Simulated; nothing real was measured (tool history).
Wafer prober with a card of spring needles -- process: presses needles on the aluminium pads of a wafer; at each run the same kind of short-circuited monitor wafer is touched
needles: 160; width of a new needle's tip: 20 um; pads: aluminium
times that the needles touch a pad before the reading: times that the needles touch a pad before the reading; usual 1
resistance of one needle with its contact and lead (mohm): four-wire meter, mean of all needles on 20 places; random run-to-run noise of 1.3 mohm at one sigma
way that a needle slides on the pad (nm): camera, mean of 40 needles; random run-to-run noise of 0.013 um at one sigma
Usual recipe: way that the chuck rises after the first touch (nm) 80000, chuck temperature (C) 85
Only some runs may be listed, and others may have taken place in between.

run,hour,way that the chuck rises after the first touch (nm),chuck temperature (C),times that the needles touch a pad before the reading,resistance of one needle with its contact and lead (mohm),way that a needle slides on the pad (nm)
1,0.0,80000,85,1,204,13490
# hour 9.7: height of the first contact set anew
# hour 14.3: tips cleaned on abrasive film
2,17.5,80000,85,1,171,13680
3,27.5,80000,85,2,199,13680
# hour 33.2: tips cleaned on abrasive film
4,44.0,80000,85,2,194,13680
# hour 51.9: tips cleaned on abrasive film
5,57.6,80000,85,2,168,13660
6,66.7,80000,85,2,206,13650
# hour 71.5: tips cleaned on abrasive film
7,74.2,80000,85,2,146,13650
8,81.4,80000,85,2,191,13650
# hour 90.4: tips cleaned on abrasive film
9,98.3,80000,85,2,185,13650
10,105.8,80000,85,2,206,13630
# hour 110.0: tips cleaned on abrasive film
11,114.1,80000,27,1,185,13630
12,127.0,80000,27,1,279,13640
# hour 129.1: tips cleaned on abrasive film
13,139.2,99000,85,1,193,16880
# hour 148.0: tips cleaned on abrasive film
14,157.0,99000,85,1,192,16850
15,165.6,79000,28,3,172,13450
# hour 167.3: tips cleaned on abrasive film
16,177.0,80000,85,1,242,13600
# hour 185.7: tips cleaned on abrasive film
17,187.3,76000,27,1,160,12890
18,201.5,72000,39,2,232,12210
# hour 204.8: tips cleaned on abrasive film
19,210.4,69000,117,1,238,11710
# hour 224.0: tips cleaned on abrasive film
20,224.0,69000,117,1,130,11670
21,237.2,69000,117,1,307,11670
# hour 243.0: tips cleaned on abrasive film
22,248.6,69000,117,1,240,11670
# hour 261.4: tips cleaned on abrasive film
23,263.4,69000,117,1,174,11660

Alternative continuations, all from the tool just after run 23; predict every row:
A,279.1,98000,55,2,?,?
B,279.1,65000,117,2,?,?
C,279.1,69000,40,1,?,?
D,279.1,69000,77,1,?,?

run,resistance of one needle with its contact and lead (mohm),way that a needle slides on the pad (nm)
A,180,16650
B,260,10980
C,343,11670
D,341,11660
The same runs, with their run-to-run variation unchanged, on a tool lacking any hidden condition would have given:
run,resistance of one needle with its contact and lead (mohm),way that a needle slides on the pad (nm)
A,108,16800
B,120,11130
C,109,11810
D,116,11810
